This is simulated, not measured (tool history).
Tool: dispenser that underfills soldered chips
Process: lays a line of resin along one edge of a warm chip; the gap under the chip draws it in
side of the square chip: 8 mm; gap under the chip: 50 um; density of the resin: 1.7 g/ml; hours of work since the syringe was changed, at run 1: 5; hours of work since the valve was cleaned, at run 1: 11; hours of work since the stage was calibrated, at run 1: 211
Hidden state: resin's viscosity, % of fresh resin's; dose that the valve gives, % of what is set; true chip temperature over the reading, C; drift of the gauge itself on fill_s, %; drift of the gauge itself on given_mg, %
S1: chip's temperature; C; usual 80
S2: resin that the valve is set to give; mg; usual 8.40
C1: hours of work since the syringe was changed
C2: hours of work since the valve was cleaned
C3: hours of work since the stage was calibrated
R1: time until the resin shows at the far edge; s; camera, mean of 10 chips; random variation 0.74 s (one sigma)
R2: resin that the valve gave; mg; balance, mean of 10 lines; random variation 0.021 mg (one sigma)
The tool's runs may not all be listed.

{"run": 1, "day": 0.0, "S1": 80, "S2": 8.4, "C1": 5, "C2": 11, "C3": 211, "R1": 96.5, "R2": 8.29}
{"day": 0.058, "done": "new syringe of resin"}
{"run": 2, "day": 0.179, "S1": 80, "S2": 8.4, "C1": 2, "C2": 14, "C3": 214, "R1": 82.3, "R2": 8.26}
{"day": 0.396, "done": "new syringe of resin"}
{"run": 3, "day": 0.5, "S1": 80, "S2": 8.4, "C1": 2, "C2": 19, "C3": 219, "R1": 80.7, "R2": 8.3}
{"day": 0.725, "done": "new syringe of resin"}
{"run": 4, "day": 0.758, "S1": 80, "S2": 8.4, "C1": 1, "C2": 23, "C3": 223, "R1": 74.9, "R2": 8.23}
{"run": 5, "day": 0.933, "S1": 80, "S2": 10.44, "C1": 4, "C2": 26, "C3": 226, "R1": 89.0, "R2": 10.19}
{"day": 1.058, "done": "new syringe of resin"}
{"run": 6, "day": 1.233, "S1": 80, "S2": 10.44, "C1": 3, "C2": 31, "C3": 231, "R1": 87.0, "R2": 10.19}
{"day": 1.392, "done": "new syringe of resin"}
{"run": 7, "day": 1.454, "S1": 80, "S2": 10.44, "C1": 1, "C2": 35, "C3": 235, "R1": 75.8, "R2": 10.18}
{"day": 1.717, "done": "new syringe of resin"}
{"run": 8, "day": 1.838, "S1": 80, "S2": 10.44, "C1": 2, "C2": 41, "C3": 241, "R1": 82.8, "R2": 10.12}
{"day": 2.042, "done": "new syringe of resin"}
{"run": 9, "day": 2.133, "S1": 80, "S2": 10.44, "C1": 2, "C2": 46, "C3": 246, "R1": 79.9, "R2": 10.1}
{"day": 2.358, "done": "new syringe of resin"}
{"run": 10, "day": 2.358, "S1": 80, "S2": 10.44, "C1": 0, "C2": 50, "C3": 250, "R1": 68.2, "R2": 10.08}
{"day": 2.675, "done": "new syringe of resin"}
{"run": 11, "day": 2.742, "S1": 80, "S2": 10.44, "C1": 1, "C2": 56, "C3": 256, "R1": 75.5, "R2": 10.0}
{"day": 2.867, "done": "dispensing valve cleaned and set on the balance"}
{"day": 3.033, "done": "new syringe of resin"}
{"run": 12, "day": 3.083, "S1": 91, "S2": 8.4, "C1": 1, "C2": 3, "C3": 261, "R1": 46.0, "R2": 8.38}
{"run": 13, "day": 3.279, "S1": 91, "S2": 8.4, "C1": 4, "C2": 7, "C3": 264, "R1": 59.3, "R2": 8.38}
{"day": 3.354, "done": "new syringe of resin"}
{"run": 14, "day": 3.508, "S1": 80, "S2": 8.4, "C1": 3, "C2": 11, "C3": 268, "R1": 86.2, "R2": 8.37}
{"day": 3.667, "done": "new syringe of resin"}
{"run": 15, "day": 3.812, "S1": 80, "S2": 9.09, "C1": 2, "C2": 16, "C3": 273, "R1": 86.2, "R2": 9.0}
{"day": 3.992, "done": "new syringe of resin"}
{"run": 16, "day": 4.188, "S1": 75, "S2": 9.09, "C1": 3, "C2": 22, "C3": 279, "R1": 111.0, "R2": 8.97}
{"day": 4.317, "done": "new syringe of resin"}
{"run": 17, "day": 4.558, "S1": 80, "S2": 9.77, "C1": 4, "C2": 28, "C3": 286, "R1": 92.6, "R2": 9.6}
{"day": 4.654, "done": "new syringe of resin"}
{"run": 18, "day": 4.842, "S1": 80, "S2": 8.4, "C1": 3, "C2": 33, "C3": 290, "R1": 91.3, "R2": 8.24}
{"day": 4.992, "done": "new syringe of resin"}
{"run": 19, "day": 5.05, "S1": 93, "S2": 8.98, "C1": 1, "C2": 36, "C3": 294, "R1": 44.1, "R2": 8.74}
{"run": 20, "day": 5.242, "S1": 94, "S2": 7.98, "C1": 4, "C2": 39, "C3": 297, "R1": 52.8, "R2": 7.77}
{"day": 5.317, "done": "new syringe of resin"}
{"run": 21, "day": 5.562, "S1": 83, "S2": 10.77, "C1": 4, "C2": 45, "C3": 302, "R1": 82.6, "R2": 10.43}
{"day": 5.642, "done": "new syringe of resin"}
{"run": 22, "day": 5.871, "S1": 71, "S2": 9.14, "C1": 4, "C2": 50, "C3": 307, "R1": 145.1, "R2": 8.83}
{"day": 5.954, "done": "new syringe of resin"}
{"run": 23, "day": 6.162, "S1": 71, "S2": 9.14, "C1": 4, "C2": 55, "C3": 312, "R1": 141.6, "R2": 8.83}
{"day": 6.292, "done": "new syringe of resin"}
{"day": 6.371, "done": "dispensing valve cleaned and set on the balance"}
{"run": 24, "day": 6.558, "S1": 71, "S2": 9.14, "C1": 4, "C2": 3, "C3": 318, "R1": 142.7, "R2": 9.07}
{"day": 6.667, "done": "new syringe of resin"}
{"run": 25, "day": 6.9, "S1": 71, "S2": 9.14, "C1": 4, "C2": 9, "C3": 324, "R1": 143.0, "R2": 9.08}
{"day": 6.992, "done": "new syringe of resin"}
{"run": 26, "day": 7.183, "S1": 68, "S2": 9.73, "C1": 3, "C2": 14, "C3": 329, "R1": 164.2, "R2": 9.63}
{"day": 7.325, "done": "new syringe of resin"}
{"run": 27, "day": 7.592, "S1": 82, "S2": 10.13, "C1": 5, "C2": 20, "C3": 335, "R1": 89.2, "R2": 10.02}
{"day": 7.642, "done": "new syringe of resin"}
{"day": 7.958, "done": "new syringe of resin"}
{"run": 28, "day": 7.958, "S1": 82, "S2": 10.13, "C1": 0, "C2": 26, "C3": 341, "R1": 64.6, "R2": 9.92}
{"run": 29, "day": 8.154, "S1": 94, "S2": 9.76, "C1": 3, "C2": 30, "C3": 345, "R1": 47.6, "R2": 9.52}
{"day": 8.283, "done": "new syringe of resin"}
{"run": 30, "day": 8.358, "S1": 94, "S2": 9.76, "C1": 1, "C2": 33, "C3": 348, "R1": 42.4, "R2": 9.51}
{"day": 8.608, "done": "new syringe of resin"}
{"run": 31, "day": 8.633, "S1": 87, "S2": 7.36, "C1": 0, "C2": 38, "C3": 353, "R1": 57.4, "R2": 7.19}
{"run": 32, "day": 8.892, "S1": 66, "S2": 8.2, "C1": 5, "C2": 42, "C3": 357, "R1": 206.2, "R2": 7.91}
{"day": 8.921, "done": "new syringe of resin"}
{"day": 9.242, "done": "new syringe of resin"}
{"run": 33, "day": 9.242, "S1": 72, "S2": 10.84, "C1": 0, "C2": 48, "C3": 363, "R1": 104.2, "R2": 10.46}
{"day": 9.575, "done": "new syringe of resin"}
{"run": 34, "day": 9.596, "S1": 72, "S2": 10.1, "C1": 0, "C2": 54, "C3": 369, "R1": 110.5, "R2": 9.74}
{"day": 9.854, "done": "dispensing valve cleaned and set on the balance"}
{"day": 9.938, "done": "new syringe of resin"}
{"run": 35, "day": 9.967, "S1": 72, "S2": 10.1, "C1": 0, "C2": 2, "C3": 374, "R1": 113.3, "R2": 10.14}

Some steps in R1 between neighbouring runs. How much of each would the tool show without its hidden state too (settings, what came in, random variation), and how much is left for the hidden state, with any gauge scatter that isn't in both results?
Run 26 -> 27: S1 68 -> 82, S2 9.73 -> 10.13, new syringe of resin. R1 -75.0 s: hidden state -15.5, all else -59.5.
Run 27 -> 28: new syringe of resin, new syringe of resin. R1 -24.6 s: hidden state -23.2, all else -1.4.
Run 31 -> 32: S1 87 -> 66, S2 7.36 -> 8.20. R1 +148.8 s: hidden state +64.8, all else +84.0.
Run 32 -> 33: S1 66 -> 72, S2 8.20 -> 10.84, new syringe of resin, new syringe of resin. R1 -102.0 s: hidden state -63.1, all else -38.9.
